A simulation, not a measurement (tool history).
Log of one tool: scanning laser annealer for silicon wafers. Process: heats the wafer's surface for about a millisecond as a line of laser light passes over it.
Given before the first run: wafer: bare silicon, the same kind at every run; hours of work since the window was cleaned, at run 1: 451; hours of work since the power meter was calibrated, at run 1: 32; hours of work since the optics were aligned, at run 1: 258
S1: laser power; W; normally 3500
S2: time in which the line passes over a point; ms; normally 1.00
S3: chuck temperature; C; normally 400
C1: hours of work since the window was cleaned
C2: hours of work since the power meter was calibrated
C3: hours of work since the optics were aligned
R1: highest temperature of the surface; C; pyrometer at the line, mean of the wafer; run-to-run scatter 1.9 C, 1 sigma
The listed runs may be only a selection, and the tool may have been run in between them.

| run | day | S1 | S2 | S3 | C1 | C2 | C3 | R1 |
|---|---|---|---|---|---|---|---|---|
| 1 | 0.000 | 3500 | 1.00 | 400 | 451 | 32 | 258 | 1125 |
| 2 | 0.996 | 3500 | 1.00 | 400 | 466 | 47 | 273 | 1124 |
| 3 | 1.475 | 3500 | 1.00 | 400 | 473 | 54 | 280 | 1124 |
| 4 | 2.142 | 3500 | 1.00 | 400 | 483 | 65 | 290 | 1122 |
| 5 | 2.825 | 3624 | 1.00 | 400 | 493 | 75 | 301 | 1156 |
| 6 | 3.612 | 3500 | 1.00 | 366 | 505 | 87 | 313 | 1085 |
| 7 | 4.496 | 3500 | 1.00 | 400 | 519 | 100 | 326 | 1116 |
| 8 | 5.517 | 3500 | 1.00 | 400 | 534 | 116 | 342 | 1113 |
| 9 | 6.567 | 3500 | 1.00 | 400 | 550 | 132 | 357 | 1115 |
| 10 | 7.346 | 3500 | 1.00 | 400 | 562 | 144 | 369 | 1114 |
|  | 8.258 | window over the wafer cleaned |
| 11 | 8.404 | 3500 | 1.00 | 400 | 2 | 158 | 384 | 1093 |
| 12 | 8.917 | 3500 | 1.00 | 400 | 10 | 166 | 392 | 1089 |
| 13 | 9.950 | 3594 | 1.00 | 414 | 26 | 182 | 408 | 1125 |
| 14 | 10.729 | 3490 | 0.79 | 379 | 38 | 194 | 419 | 993 |
| 15 | 11.338 | 3254 | 0.76 | 370 | 47 | 203 | 429 | 918 |
| 16 | 12.142 | 3490 | 1.00 | 400 | 59 | 215 | 441 | 1078 |
|  | 13.300 | window over the wafer cleaned, once more |
| 17 | 13.308 | 3490 | 0.96 | 400 | 0 | 232 | 457 | 1144 |

Consider 3 possible next runs. They are alternatives, not a sequence: every one starts from the tool as it was left by run 17. What does each give?
| A | 13.904 | 3696 | 1.04 | 392 | 9 | 241 | 466 | ? |
| B | 13.904 | 3463 | 0.96 | 400 | 9 | 241 | 466 | ? |
| C | 13.904 | 3490 | 0.73 | 399 | 9 | 241 | 466 | ? |

| run | R1 |
|---|---|
| A | 1221 |
| B | 1139 |
| C | 1057 |
Had the tool no hidden state, the same runs would have come out as:
| run | R1 |
|---|---|
| A | 1235 |
| B | 1151 |
| C | 1068 |

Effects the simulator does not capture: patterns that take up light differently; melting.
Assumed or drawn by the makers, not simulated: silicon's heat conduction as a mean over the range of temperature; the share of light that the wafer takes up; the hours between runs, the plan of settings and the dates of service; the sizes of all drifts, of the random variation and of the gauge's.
